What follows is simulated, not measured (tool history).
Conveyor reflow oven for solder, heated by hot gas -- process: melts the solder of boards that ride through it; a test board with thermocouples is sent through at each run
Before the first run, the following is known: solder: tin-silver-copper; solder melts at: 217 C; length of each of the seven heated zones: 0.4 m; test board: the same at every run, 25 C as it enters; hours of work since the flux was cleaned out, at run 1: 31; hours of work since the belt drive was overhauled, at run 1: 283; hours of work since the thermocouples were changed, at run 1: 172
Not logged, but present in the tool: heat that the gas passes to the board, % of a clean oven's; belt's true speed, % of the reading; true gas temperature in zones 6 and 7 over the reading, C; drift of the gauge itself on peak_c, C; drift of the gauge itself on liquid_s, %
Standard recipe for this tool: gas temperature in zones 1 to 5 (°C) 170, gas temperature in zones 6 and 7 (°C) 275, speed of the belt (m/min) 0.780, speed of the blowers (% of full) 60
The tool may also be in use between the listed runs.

| run | day | gas temperature in zones 1 to 5 (°C) | gas temperature in zones 6 and 7 (°C) | speed of the belt (m/min) | speed of the blowers (% of full) | hours of work since the flux was cleaned out | hours of work since the belt drive was overhauled | hours of work since the thermocouples were changed | highest temperature of the board (°C) | time above the solder's melting point (s) |
|---|---|---|---|---|---|---|---|---|---|---|
| 1 | 0.000 | 170 | 275 | 0.780 | 60 | 31 | 283 | 172 | 249.1 | 41.8 |
| 2 | 1.546 | 170 | 275 | 0.780 | 60 | 58 | 310 | 199 | 249.1 | 41.6 |
| 3 | 3.029 | 157 | 275 | 0.780 | 60 | 83 | 336 | 225 | 245.9 | 35.5 |
| 4 | 4.038 | 157 | 275 | 0.780 | 60 | 101 | 353 | 242 | 246.0 | 36.1 |
| 5 | 5.392 | 157 | 278 | 0.780 | 60 | 125 | 377 | 266 | 247.6 | 37.3 |
| 6 | 7.438 | 170 | 264 | 0.780 | 60 | 160 | 413 | 301 | 239.8 | 34.2 |
| 7 | 8.779 | 170 | 264 | 0.780 | 60 | 184 | 436 | 325 | 239.3 | 33.7 |
| 8 | 10.183 | 170 | 264 | 0.780 | 60 | 208 | 460 | 349 | 239.9 | 33.7 |
| 9 | 11.383 | 170 | 289 | 0.911 | 60 | 229 | 481 | 370 | 250.4 | 34.9 |
| 10 | 12.904 | 157 | 269 | 0.675 | 60 | 255 | 508 | 397 | 245.7 | 42.3 |
| 11 | 14.067 | 170 | 289 | 0.780 | 87 | 276 | 528 | 417 | 269.0 | 53.0 |
| 12 | 15.471 | 170 | 289 | 0.780 | 87 | 300 | 552 | 441 | 268.4 | 52.8 |
|  | 17.371 | flux residue cleaned out of gas plates and filters |
| 13 | 17.554 | 157 | 275 | 0.678 | 60 | 3 | 585 | 474 | 253.7 | 49.2 |

Branching from run 13: 3 alternative next runs. What would each branch give?
| A | 18.446 | 170 | 275 | 0.636 | 83 | 19 | 601 | 489 | ? | ? |
| B | 18.446 | 170 | 275 | 0.780 | 57 | 19 | 601 | 489 | ? | ? |
| C | 18.446 | 164 | 267 | 0.846 | 60 | 19 | 601 | 489 | ? | ? |

| run | highest temperature of the board (°C) | time above the solder's melting point (s) |
|---|---|---|
| A | 265.0 | 64.4 |
| B | 248.7 | 41.0 |
| C | 238.8 | 29.5 |
What these runs would have given with no unlogged condition in the tool:
| run | highest temperature of the board (°C) | time above the solder's melting point (s) |
|---|---|---|
| A | 264.3 | 63.3 |
| B | 247.9 | 39.9 |
| C | 238.0 | 28.5 |
